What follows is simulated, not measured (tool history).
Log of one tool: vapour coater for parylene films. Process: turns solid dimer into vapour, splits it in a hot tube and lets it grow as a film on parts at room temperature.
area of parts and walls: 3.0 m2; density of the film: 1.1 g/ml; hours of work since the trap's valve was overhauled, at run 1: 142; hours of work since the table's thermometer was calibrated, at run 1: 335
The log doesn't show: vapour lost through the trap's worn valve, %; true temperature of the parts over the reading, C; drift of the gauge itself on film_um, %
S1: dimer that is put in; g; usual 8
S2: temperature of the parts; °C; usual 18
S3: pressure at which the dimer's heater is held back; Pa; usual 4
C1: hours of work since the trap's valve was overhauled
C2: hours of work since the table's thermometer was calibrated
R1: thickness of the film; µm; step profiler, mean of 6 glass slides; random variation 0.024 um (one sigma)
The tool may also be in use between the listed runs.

Run 1, hour 0: usual settings; C1 142; C2 335. Result: R1 1.63 µm.
Run 2, hour 13.3: usual settings; C1 154; C2 346. Result: R1 1.6 µm.
Run 3, hour 28.7: usual settings but S3 9.21 Pa; C1 168; C2 360. Result: R1 1.34 µm.
Run 4, hour 39.2: usual settings but S3 5.24 Pa; C1 177; C2 369. Result: R1 1.5 µm.
Run 5, hour 57: usual settings; C1 192; C2 385. Result: R1 1.54 µm.
Run 6, hour 66.6: usual settings but S1 4 g; C1 201; C2 393. Result: R1 0.77 µm.
Run 7, hour 80.5: usual settings but S2 12 °C; C1 213; C2 406. Result: R1 1.94 µm.
Run 8, hour 100.2: usual settings but S2 12 °C; C1 230; C2 423. Result: R1 1.89 µm.
Run 9, hour 108.7: usual settings; C1 238; C2 430. Result: R1 1.5 µm.
At hour 122: trap's valve overhauled.
Run 10, hour 127.4: usual settings; C1 5; C2 443. Result: R1 1.71 µm.
Run 11, hour 135.9: usual settings; C1 12; C2 451. Result: R1 1.81 µm.
Run 12, hour 149.2: usual settings; C1 24; C2 462. Result: R1 1.79 µm.
Run 13, hour 158.5: usual settings; C1 32; C2 470. Result: R1 1.76 µm.
Run 14, hour 167.4: usual settings but S2 29 °C; C1 40; C2 478. Result: R1 1.1 µm.
Run 15, hour 184.7: usual settings but S2 29 °C; C1 55; C2 493. Result: R1 1.11 µm.
Run 16, hour 193.6: usual settings but S2 29 °C; C1 63; C2 501. Result: R1 1.16 µm.
Run 17, hour 205.3: usual settings but S2 29 °C; C1 73; C2 512. Result: R1 1.14 µm.
Run 18, hour 216.3: usual settings; C1 83; C2 521. Result: R1 1.71 µm.
Run 19, hour 228.6: usual settings; C1 94; C2 532. Result: R1 1.65 µm.
At hour 231.3: table's thermometer calibrated.
Run 20, hour 238.7: usual settings; C1 102; C2 6. Result: R1 1.65 µm.
Run 21, hour 257.7: usual settings; C1 118; C2 23. Result: R1 1.67 µm.
Run 22, hour 274.5: usual settings; C1 133; C2 38. Result: R1 1.64 µm.
Run 23, hour 293.3: usual settings; C1 149; C2 54. Result: R1 1.63 µm.
At hour 301.2: table's thermometer calibrated, once more.
Run 24, hour 307.6: usual settings but S1 4 g, S2 11 °C, S3 10.16 Pa; C1 161; C2 6. Result: R1 0.82 µm.
Run 25, hour 326: usual settings but S1 5 g, S2 11 °C, S3 10.16 Pa; C1 177; C2 22. Result: R1 1.04 µm.
Run 26, hour 340.6: usual settings but S1 9 g, S2 23 °C, S3 11.59 Pa; C1 190; C2 35. Result: R1 1.18 µm.
Run 27, hour 354.6: usual settings but S1 12 g, S2 12 °C, S3 2.59 Pa; C1 202; C2 47. Result: R1 3.05 µm.
Run 28, hour 374.1: usual settings but S1 12 g, S2 12 °C, S3 3 Pa; C1 220; C2 64. Result: R1 3.04 µm.
Run 29, hour 393.8: usual settings but S1 4 g, S2 16 °C, S3 11.3 Pa; C1 237; C2 81. Result: R1 0.64 µm.
At hour 407.4: trap's valve overhauled.
Run 30, hour 407.5: usual settings but S1 12 g, S3 7.11 Pa; C1 0; C2 90. Result: R1 2.34 µm.
Run 31, hour 422.5: usual settings but S1 12 g, S3 7.11 Pa; C1 13; C2 103. Result: R1 2.29 µm.
Run 32, hour 437: usual settings but S1 12 g, S3 7.11 Pa; C1 26; C2 116. Result: R1 2.3 µm.
Run 33, hour 449: usual settings but S1 12 g, S3 7.11 Pa; C1 36; C2 126. Result: R1 2.27 µm.
Run 34, hour 462.3: usual settings but S1 13 g, S3 7.66 Pa; C1 48; C2 138. Result: R1 2.43 µm.
Run 35, hour 479.7: usual settings but S1 7 g, S2 23 °C, S3 6.94 Pa; C1 63; C2 153. Result: R1 1.13 µm.
Run 36, hour 492.2: usual settings but S2 10 °C, S3 3.77 Pa; C1 74; C2 164. Result: R1 2.28 µm.
Run 37, hour 510.5: usual settings but S1 3 g, S2 16 °C, S3 6.36 Pa; C1 91; C2 180. Result: R1 0.64 µm.
Run 38, hour 526.7: usual settings but S1 9 g, S2 13 °C, S3 4.68 Pa; C1 105; C2 195. Result: R1 2.2 µm.
Run 39, hour 545.8: usual settings but S1 9 g, S2 13 °C, S3 4.68 Pa; C1 122; C2 211. Result: R1 2.12 µm.

Run 40 comes next. What will it give?
Run 40, hour 558.8: usual settings but S1 9 g, S2 13 °C, S3 4.68 Pa; C1 133; C2 223. Result: R1 ?.

R1: 2.15 µm
Without the tool's hidden state the same run would have given R1 2.32 µm.
